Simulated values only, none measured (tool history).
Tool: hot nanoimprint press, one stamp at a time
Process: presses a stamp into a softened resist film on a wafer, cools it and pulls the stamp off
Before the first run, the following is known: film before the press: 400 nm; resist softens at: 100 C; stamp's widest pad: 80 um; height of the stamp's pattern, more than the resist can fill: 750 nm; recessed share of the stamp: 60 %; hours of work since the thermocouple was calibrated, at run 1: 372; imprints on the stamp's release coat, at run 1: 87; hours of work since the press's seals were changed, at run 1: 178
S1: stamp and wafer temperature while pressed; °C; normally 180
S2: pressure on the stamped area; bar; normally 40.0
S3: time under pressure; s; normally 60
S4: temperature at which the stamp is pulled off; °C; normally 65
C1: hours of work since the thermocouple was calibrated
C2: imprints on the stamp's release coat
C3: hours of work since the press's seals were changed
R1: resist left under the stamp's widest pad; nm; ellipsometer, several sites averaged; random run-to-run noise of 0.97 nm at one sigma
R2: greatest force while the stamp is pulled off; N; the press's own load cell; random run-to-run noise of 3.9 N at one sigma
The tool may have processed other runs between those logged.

run   hour   S1    S2  S3  S4   C1   C2   C3     R1   R2
  1    0.0  180  40.0  60  65  372   87  178  230.4  186
  2   10.7  180  40.0  60  65  377  104  183  230.6  184
  3   27.6  180  40.0  60  65  385  130  191  228.6  190
  4   43.3  182  40.0  60  65  393  155  198  216.5  195
      51.8  -- plate thermocouple calibrated
  5   67.2  180  40.0  60  64    7  187  208  231.4  189
  6   83.7  180  40.0  60  64   15  213  215  229.1  189
  7   97.6  180  40.0  60  64   21  234  222  230.6  192
  8  113.5  180  40.0  60  65   29  259  229  229.2  183
  9  126.7  180  40.0  60  65   35  279  235  228.3  182
 10  141.4  180  40.0  60  65   42  302  242  230.6  185
 11  163.7  180  40.0  60  65   52  337  253  231.0  185
 12  172.8  180  40.0  60  65   56  351  257  229.9  190
 13  193.8  180  40.0  60  65   66  383  267  231.5  184
 14  214.8  180  40.0  60  57   76  416  276  231.0  221
 15  229.5  180  40.0  60  65   83  438  283  230.7  190
 16  238.6  180  40.0  60  65   87  453  287  228.6  192

Forecast run 17:
 17  259.7  180  25.6  60  65  97  485  297   ?   ?

{"run 17": {"R1": 266.0, "R2": 188}}
If the tool had no hidden condition, the same run with the same run-to-run variation would have returned R1 266.0 nm, R2 187 N.
